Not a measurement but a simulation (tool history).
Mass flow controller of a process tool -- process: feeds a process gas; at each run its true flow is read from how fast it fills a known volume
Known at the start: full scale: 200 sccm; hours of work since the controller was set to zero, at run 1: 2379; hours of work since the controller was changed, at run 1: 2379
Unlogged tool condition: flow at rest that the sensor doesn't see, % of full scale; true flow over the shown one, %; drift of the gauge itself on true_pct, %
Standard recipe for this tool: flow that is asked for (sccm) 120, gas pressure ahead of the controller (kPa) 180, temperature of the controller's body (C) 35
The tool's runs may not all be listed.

| run | day | flow that is asked for (sccm) | gas pressure ahead of the controller (kPa) | temperature of the controller's body (C) | hours of work since the controller was set to zero | hours of work since the controller was changed | true flow (%) |
|---|---|---|---|---|---|---|---|
| 1 | 0.000 | 120 | 180 | 35 | 2379 | 2379 | 99.06 |
| 2 | 1.612 | 120 | 180 | 35 | 2409 | 2409 | 99.26 |
| 3 | 4.938 | 120 | 180 | 35 | 2471 | 2471 | 99.30 |
| 4 | 7.483 | 120 | 180 | 35 | 2519 | 2519 | 99.20 |
| 5 | 9.058 | 120 | 180 | 35 | 2548 | 2548 | 99.18 |
| 6 | 11.708 | 120 | 180 | 35 | 2598 | 2598 | 99.21 |
| 7 | 14.775 | 120 | 180 | 35 | 2655 | 2655 | 99.14 |
| 8 | 17.929 | 120 | 180 | 35 | 2714 | 2714 | 99.31 |
| 9 | 21.017 | 120 | 180 | 35 | 2771 | 2771 | 99.23 |
| 10 | 24.017 | 75 | 180 | 29 | 2827 | 2827 | 98.45 |
| 11 | 26.412 | 60 | 168 | 26 | 2872 | 2872 | 98.11 |
| 12 | 28.588 | 60 | 168 | 26 | 2913 | 2913 | 97.97 |

Estimate the outcome of run 13 from the log above:
| 13 | 31.746 | 60 | 168 | 26 | 2971 | 2971 | ? |

{"run 13": {"true flow (%)": 98.16}}
The same run, on a tool lacking any hidden state, would have yielded true flow (%) 98.17.

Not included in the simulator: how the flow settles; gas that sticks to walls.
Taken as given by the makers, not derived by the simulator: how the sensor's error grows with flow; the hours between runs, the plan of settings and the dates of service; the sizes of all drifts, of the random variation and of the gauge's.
